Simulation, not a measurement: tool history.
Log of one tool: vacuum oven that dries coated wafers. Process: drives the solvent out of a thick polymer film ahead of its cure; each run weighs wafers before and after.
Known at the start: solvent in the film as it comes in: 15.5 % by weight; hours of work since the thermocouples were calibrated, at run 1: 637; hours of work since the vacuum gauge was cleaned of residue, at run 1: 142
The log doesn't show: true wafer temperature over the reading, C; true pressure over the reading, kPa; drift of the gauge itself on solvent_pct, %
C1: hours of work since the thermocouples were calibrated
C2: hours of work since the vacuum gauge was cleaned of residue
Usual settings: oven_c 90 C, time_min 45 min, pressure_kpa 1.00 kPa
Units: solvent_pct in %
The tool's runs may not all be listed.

{"run": 1, "hour": 0.0, "oven_c": 90, "time_min": 45, "pressure_kpa": 1.0, "C1": 637, "C2": 142, "solvent_pct": 1.02}
{"run": 2, "hour": 18.3, "oven_c": 97, "time_min": 45, "pressure_kpa": 1.0, "C1": 645, "C2": 151, "solvent_pct": 0.56}
{"run": 3, "hour": 33.5, "oven_c": 92, "time_min": 45, "pressure_kpa": 1.0, "C1": 652, "C2": 158, "solvent_pct": 0.86}
{"run": 4, "hour": 55.6, "oven_c": 92, "time_min": 45, "pressure_kpa": 1.0, "C1": 662, "C2": 168, "solvent_pct": 0.82}
{"run": 5, "hour": 77.7, "oven_c": 90, "time_min": 45, "pressure_kpa": 1.0, "C1": 673, "C2": 178, "solvent_pct": 0.96}
{"run": 6, "hour": 101.2, "oven_c": 90, "time_min": 45, "pressure_kpa": 1.0, "C1": 683, "C2": 189, "solvent_pct": 1.02}
{"run": 7, "hour": 110.7, "oven_c": 90, "time_min": 45, "pressure_kpa": 1.0, "C1": 688, "C2": 193, "solvent_pct": 1.03}
{"run": 8, "hour": 125.1, "oven_c": 90, "time_min": 45, "pressure_kpa": 1.0, "C1": 694, "C2": 200, "solvent_pct": 1.06}
{"run": 9, "hour": 143.6, "oven_c": 88, "time_min": 29, "pressure_kpa": 0.99, "C1": 703, "C2": 209, "solvent_pct": 2.45}
{"hour": 146.9, "done": "oven's thermocouples calibrated"}
{"run": 10, "hour": 157.9, "oven_c": 88, "time_min": 29, "pressure_kpa": 0.99, "C1": 5, "C2": 214, "solvent_pct": 2.43}
{"run": 11, "hour": 180.4, "oven_c": 88, "time_min": 29, "pressure_kpa": 0.99, "C1": 15, "C2": 225, "solvent_pct": 2.44}
{"run": 12, "hour": 199.4, "oven_c": 78, "time_min": 39, "pressure_kpa": 3.24, "C1": 24, "C2": 233, "solvent_pct": 5.22}
{"run": 13, "hour": 213.4, "oven_c": 102, "time_min": 45, "pressure_kpa": 1.03, "C1": 31, "C2": 240, "solvent_pct": 0.38}
{"run": 14, "hour": 236.5, "oven_c": 101, "time_min": 45, "pressure_kpa": 1.0, "C1": 41, "C2": 251, "solvent_pct": 0.44}
{"run": 15, "hour": 248.7, "oven_c": 90, "time_min": 45, "pressure_kpa": 0.66, "C1": 47, "C2": 256, "solvent_pct": 0.88}

How the hidden state differs across the entries between the runs, from the last listed run before each to the first after it:
Between runs 9 and 10: oven's thermocouples calibrated (hour 146.9)
  true wafer temperature over the reading, C: -0.61 -> -0.74; true pressure over the reading, kPa: 0.037 -> 0.038
  measured less the result without the state, solvent_pct: +0.14 -> +0.17 %
